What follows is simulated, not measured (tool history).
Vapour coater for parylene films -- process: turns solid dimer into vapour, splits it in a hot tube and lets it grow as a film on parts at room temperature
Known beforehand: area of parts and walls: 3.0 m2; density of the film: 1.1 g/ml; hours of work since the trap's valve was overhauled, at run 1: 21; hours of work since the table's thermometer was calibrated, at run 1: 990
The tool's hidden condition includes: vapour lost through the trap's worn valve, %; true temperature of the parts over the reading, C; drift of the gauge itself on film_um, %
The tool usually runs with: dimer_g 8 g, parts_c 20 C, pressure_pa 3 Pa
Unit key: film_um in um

run    hour  dimer_g  parts_c  pressure_pa  hours of work since the trap's valve was overhauled  hours of work since the table's thermometer was calibrated  film_um
  1       0        8       20            3                                                   21                                                         990     1.44
  2    48.8        8       20            3                                                   64                                                        1033     1.46
  3    88.5        8       20            3                                                  100                                                        1069     1.43
  4   151.5        8       20            3                                                  156                                                        1125     1.45
  5   182.3        8       20            3                                                  183                                                        1152     1.43
  6   234.4        8       18            3                                                  229                                                        1198     1.55
  7   274.1        8       18            3                                                  265                                                        1234     1.57
  8   336.4        8       18            3                                                  320                                                        1289     1.59
  9   392.1        4       20            3                                                  369                                                        1339      0.7
 10   425.7        4       20            3                                                  399                                                        1368     0.75
 11   461.5        8       20            3                                                  431                                                        1400      1.4
        488  -- trap's valve overhauled
 12   519.9        8       20         2.54                                                   28                                                        1449     1.47
 13   572.3        4       20            3                                                   75                                                        1495     0.73
 14     615        4       20            3                                                  113                                                        1533     0.68
 15   656.4        4       20            3                                                  150                                                        1570     0.72
 16   698.8        4       20            3                                                  187                                                        1608     0.71
 17   741.2        4       20            3                                                  225                                                        1645     0.72
 18   782.1       10       20            3                                                  261                                                        1682     1.81
 19   839.4        8       20            3                                                  312                                                        1733     1.41
 20   880.8        8       13            3                                                  349                                                        1769        2
 21   941.5        8       13            3                                                  403                                                        1823     1.97
      997.2  -- trap's valve overhauled
 22   997.7        8       18         5.24                                                    0                                                        1870     1.38
 23  1042.5        3       20            3                                                   40                                                        1910     0.52
 24  1071.8       12       20         2.56                                                   66                                                        1936      2.2
 25  1120.8       12       20         2.56                                                  110                                                        1979     2.17
 26  1185.5        9       25         2.56                                                  167                                                        2037     1.32
 27  1232.8        9       25         2.56                                                  209                                                        2079     1.31
 28  1269.5        7       25         2.56                                                  242                                                        2111     1.01
 29  1312.3        7       25         2.56                                                  280                                                        2149     0.99
 30  1372.8        9       25         6.11                                                  334                                                        2203     1.08
 31  1410.9        5       24         6.12                                                  368                                                        2237     0.64
       1447  -- table's thermometer calibrated
 32  1467.6        5       24         6.12                                                  417                                                          18     0.64
     1505.2  -- trap's valve overhauled
 33  1518.2       10       20        10.23                                                   12                                                          60      1.4
 34  1578.6       10       15        10.55                                                   65                                                         113     1.76
 35  1612.3       10       15        10.55                                                   95                                                         143     1.71
 36  1650.1       10       15        10.55                                                  129                                                         177     1.76
 37  1706.8       10       15        10.55                                                  179                                                         227     1.71
 38  1733.4       10       15        10.55                                                  203                                                         251     1.73
 39  1797.8       10       25         4.76                                                  260                                                         308     1.26
 40  1826.7        8       20        10.69                                                  286                                                         334      1.1

What does the tool deliver on the next run?
 41  1864.8        7       13         4.57                                                  320                                                         368        ?

{"run 41": {"film_um": 1.59}}
With no hidden state in the tool, this same run would have given film_um 1.6 um.

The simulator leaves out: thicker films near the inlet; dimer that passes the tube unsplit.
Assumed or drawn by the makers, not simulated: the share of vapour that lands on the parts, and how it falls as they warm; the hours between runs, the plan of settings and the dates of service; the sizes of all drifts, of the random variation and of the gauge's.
